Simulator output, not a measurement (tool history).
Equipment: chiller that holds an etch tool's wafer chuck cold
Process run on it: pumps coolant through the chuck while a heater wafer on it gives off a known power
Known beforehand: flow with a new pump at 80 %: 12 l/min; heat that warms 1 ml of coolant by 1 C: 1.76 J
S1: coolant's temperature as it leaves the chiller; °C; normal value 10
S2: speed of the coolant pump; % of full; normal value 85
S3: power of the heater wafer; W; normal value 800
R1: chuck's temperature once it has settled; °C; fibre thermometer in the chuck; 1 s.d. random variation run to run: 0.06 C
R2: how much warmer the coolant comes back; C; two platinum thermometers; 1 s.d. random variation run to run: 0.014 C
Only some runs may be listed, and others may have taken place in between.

run    hour  S1  S2    S3     R1    R2
  1       0  10  85   800  15.71  2.26
  2    71.2  10  85   800  15.81  2.28
  3   147.3  10  85   800  15.74  2.28
  4   207.5  10  85   800  15.76  2.29
  5   260.9  10  85   800  15.67  2.27
  6   335.4  10  92   800  15.41  2.07
  7   404.2  10  92   800  15.55  2.07
  8   462.2  10  92   800  15.56  2.11
  9   517.1  10  73   800  16.46  2.72
 10   587.8  10  85   800  15.74  2.29
 11   641.6  10  85   800  15.78  2.29
 12     699  10  64   800  17.01  3.15
 13   746.1  10  64   800  17.07  3.16
 14   829.2  10  85   800  15.94  2.29
 15   871.5  10  85   800  15.86  2.27
 16   922.2  10  85   800  15.85  2.32
 17  1007.9  10  86   400  12.76  1.13
 18  1056.8   6  63   440   9.83  1.77
 19  1100.2   6  63  1018  15.24  4.14
 20  1172.8   4  66   553   8.71  2.13
 21  1224.9   4  66   553   8.76  2.13
 22  1300.7  10  87   545  13.96  1.55
 23  1384.9   6  85   912   12.9  2.63
 24    1435  19  85   400  21.85  1.17
 25  1523.1  19  85  1159  27.75  3.36
 26  1617.6  19  62  1159  30.01  4.86
 27  1694.8  16  96   426  18.98   1.1
 28  1756.2  17  96   426  19.87   1.1
 29  1817.1  17  88   880  23.69  2.51
 30  1890.9  10  95   670  15.08  1.74
 31    1936  14  73   793  21.12  2.77

Missing from the log above: 1 entry noted between runs. For each, name the pair of listed runs it sits between and say how the tool's hidden condition differs from the listed run just before to the listed run just after:
Logged between run 29 and run 30: chiller's thermometer calibrated (hour 1881.4)
  heat passed by the chuck's channels, % of clean ones': 82.1 -> 81.7; flow at a given pump speed, % of a new pump's: 90.3 -> 90.1; coolant's true temperature over the reading, C: -0.32 -> 0.01
  difference, measured minus the result without the unlogged condition, R1: +1 -> +1 °C; R2: +0.24 -> +0.17 C
